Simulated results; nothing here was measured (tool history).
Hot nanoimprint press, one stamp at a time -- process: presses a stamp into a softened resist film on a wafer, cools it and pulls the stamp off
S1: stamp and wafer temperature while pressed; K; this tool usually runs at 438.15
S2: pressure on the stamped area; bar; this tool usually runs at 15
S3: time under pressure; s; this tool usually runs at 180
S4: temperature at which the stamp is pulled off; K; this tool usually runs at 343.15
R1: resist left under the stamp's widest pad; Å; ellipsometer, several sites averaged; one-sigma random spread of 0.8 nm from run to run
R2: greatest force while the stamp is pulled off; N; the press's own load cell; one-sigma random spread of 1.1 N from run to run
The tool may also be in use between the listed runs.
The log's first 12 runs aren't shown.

{"run": 13, "day": 25.075, "S1": 449.15, "S2": 15, "S3": 180, "S4": 343.15, "R1": 873, "R2": 132}
{"run": 14, "day": 26.383, "S1": 449.15, "S2": 12, "S3": 180, "S4": 343.15, "R1": 984, "R2": 133}
{"run": 15, "day": 28.612, "S1": 449.15, "S2": 12, "S3": 180, "S4": 343.15, "R1": 987, "R2": 133}
{"day": 30.404, "done": "stamp cleaned and given a new release coat"}
{"run": 16, "day": 31.225, "S1": 449.15, "S2": 20.1, "S3": 180, "S4": 343.15, "R1": 720, "R2": 128}
{"day": 32.379, "done": "plate thermocouple calibrated, once more"}
{"run": 17, "day": 33.629, "S1": 438.15, "S2": 17.5, "S3": 93, "S4": 343.15, "R1": 1506, "R2": 132}
{"run": 18, "day": 35.638, "S1": 440.15, "S2": 11, "S3": 93, "S4": 343.15, "R1": 1755, "R2": 132}
{"run": 19, "day": 37.383, "S1": 440.15, "S2": 15, "S3": 115, "S4": 343.15, "R1": 1428, "R2": 135}
{"run": 20, "day": 38.688, "S1": 438.15, "S2": 17.8, "S3": 120, "S4": 343.15, "R1": 1381, "R2": 137}
{"day": 39.738, "done": "stamp cleaned and given a new release coat"}
{"run": 21, "day": 40.754, "S1": 438.15, "S2": 14.6, "S3": 180, "S4": 343.15, "R1": 1358, "R2": 130}
{"run": 22, "day": 43.317, "S1": 449.15, "S2": 14.6, "S3": 180, "S4": 340.15, "R1": 941, "R2": 136}
{"run": 23, "day": 45.429, "S1": 449.15, "S2": 14.6, "S3": 180, "S4": 346.15, "R1": 930, "R2": 134}
{"run": 24, "day": 48.171, "S1": 435.15, "S2": 16.5, "S3": 180, "S4": 332.15, "R1": 1398, "R2": 144}
{"day": 48.908, "done": "stamp cleaned and given a new release coat"}
{"day": 50.642, "done": "press's hydraulic seals changed and the load cell set to zero"}
{"run": 25, "day": 50.721, "S1": 431.15, "S2": 16.5, "S3": 180, "S4": 340.15, "R1": 1548, "R2": 133}
{"run": 26, "day": 52.675, "S1": 438.15, "S2": 15, "S3": 310, "S4": 337.15, "R1": 1082, "R2": 137}
{"run": 27, "day": 54.579, "S1": 438.15, "S2": 15, "S3": 310, "S4": 337.15, "R1": 1080, "R2": 138}
{"day": 55.062, "done": "plate thermocouple calibrated"}
{"run": 28, "day": 57.158, "S1": 438.15, "S2": 11.1, "S3": 310, "S4": 329.15, "R1": 1337, "R2": 147}
{"day": 58.617, "done": "stamp cleaned and given a new release coat"}
{"run": 29, "day": 59.2, "S1": 449.15, "S2": 12.1, "S3": 180, "S4": 344.15, "R1": 1038, "R2": 131}
{"run": 30, "day": 61.762, "S1": 444.15, "S2": 12.1, "S3": 225, "S4": 344.15, "R1": 1134, "R2": 132}

Below are 3 alternative next runs, each starting from the tool's condition after run 30. Predict each:
{"run": "A", "day": 63.592, "S1": 444.15, "S2": 11.1, "S3": 225, "S4": 344.15, "R1": "?", "R2": "?"}
{"run": "B", "day": 63.592, "S1": 438.15, "S2": 15, "S3": 130, "S4": 339.15, "R1": "?", "R2": "?"}
{"run": "C", "day": 63.592, "S1": 440.15, "S2": 15, "S3": 250, "S4": 344.15, "R1": "?", "R2": "?"}

run=A R1=1202 R2=132
run=B R1=1450 R2=138
run=C R1=1105 R2=131
What these runs would have given with no unlogged condition in the tool:
run=A R1=1211 R2=129
run=B R1=1459 R2=135
run=C R1=1112 R2=128
